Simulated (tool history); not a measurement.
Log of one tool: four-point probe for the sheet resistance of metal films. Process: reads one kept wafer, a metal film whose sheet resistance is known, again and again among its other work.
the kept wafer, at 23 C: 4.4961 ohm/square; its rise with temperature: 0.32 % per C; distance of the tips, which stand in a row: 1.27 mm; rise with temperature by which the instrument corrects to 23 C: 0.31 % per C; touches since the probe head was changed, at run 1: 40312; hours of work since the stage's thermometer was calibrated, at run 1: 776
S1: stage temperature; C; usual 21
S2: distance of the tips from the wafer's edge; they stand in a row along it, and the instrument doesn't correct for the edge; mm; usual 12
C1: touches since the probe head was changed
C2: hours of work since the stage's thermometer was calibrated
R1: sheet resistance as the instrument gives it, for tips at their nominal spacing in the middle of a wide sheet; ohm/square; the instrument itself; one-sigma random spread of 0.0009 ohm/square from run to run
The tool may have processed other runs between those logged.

Run 1, hour 0: usual settings; C1 40312; C2 776. Result: R1 4.53728 ohm/square.
Run 2, hour 36.8: usual settings; C1 41913; C2 799. Result: R1 4.535891 ohm/square.
Run 3, hour 59.3: usual settings; C1 42894; C2 813. Result: R1 4.537221 ohm/square.
Run 4, hour 79.4: usual settings but S2 68 mm; C1 43768; C2 826. Result: R1 4.513292 ohm/square.
Run 5, hour 103.5: usual settings but S1 20 C; C1 44818; C2 841. Result: R1 4.53806 ohm/square.
Run 6, hour 122.9: usual settings but S1 25 C; C1 45661; C2 854. Result: R1 4.542037 ohm/square.
Run 7, hour 146.9: usual settings but S1 25 C; C1 46706; C2 869. Result: R1 4.542841 ohm/square.
Run 8, hour 163.8: usual settings but S1 25 C; C1 47439; C2 879. Result: R1 4.541698 ohm/square.
Run 9, hour 191.3: usual settings but S1 25 C; C1 48635; C2 897. Result: R1 4.542355 ohm/square.
Run 10, hour 212.2: usual settings but S1 27 C; C1 49548; C2 910. Result: R1 4.542391 ohm/square.
Run 11, hour 241.8: usual settings; C1 50833; C2 929. Result: R1 4.541678 ohm/square.
Run 12, hour 269.4: usual settings; C1 52035; C2 946. Result: R1 4.540884 ohm/square.
Run 13, hour 297.5: usual settings; C1 53256; C2 964. Result: R1 4.542347 ohm/square.
Run 14, hour 333.8: usual settings; C1 54840; C2 987. Result: R1 4.542554 ohm/square.
Run 15, hour 350.7: usual settings; C1 55574; C2 998. Result: R1 4.542779 ohm/square.
Run 16, hour 370.8: usual settings; C1 56447; C2 1010. Result: R1 4.5436 ohm/square.
Run 17, hour 397.7: usual settings; C1 57618; C2 1027. Result: R1 4.542491 ohm/square.
Run 18, hour 414: usual settings but S1 26 C, S2 23 mm; C1 58326; C2 1037. Result: R1 4.525697 ohm/square.

Run 19 is up next; what results do you expect?
At hour 416.3: stage's thermometer calibrated.
Run 19, hour 440.5: usual settings but S1 26 C, S2 11 mm; C1 59458; C2 15. Result: R1 ?.

{"run 19": {"R1": 4.552511}}
Without the tool's hidden state the same run would have given R1 4.528557 ohm/square.

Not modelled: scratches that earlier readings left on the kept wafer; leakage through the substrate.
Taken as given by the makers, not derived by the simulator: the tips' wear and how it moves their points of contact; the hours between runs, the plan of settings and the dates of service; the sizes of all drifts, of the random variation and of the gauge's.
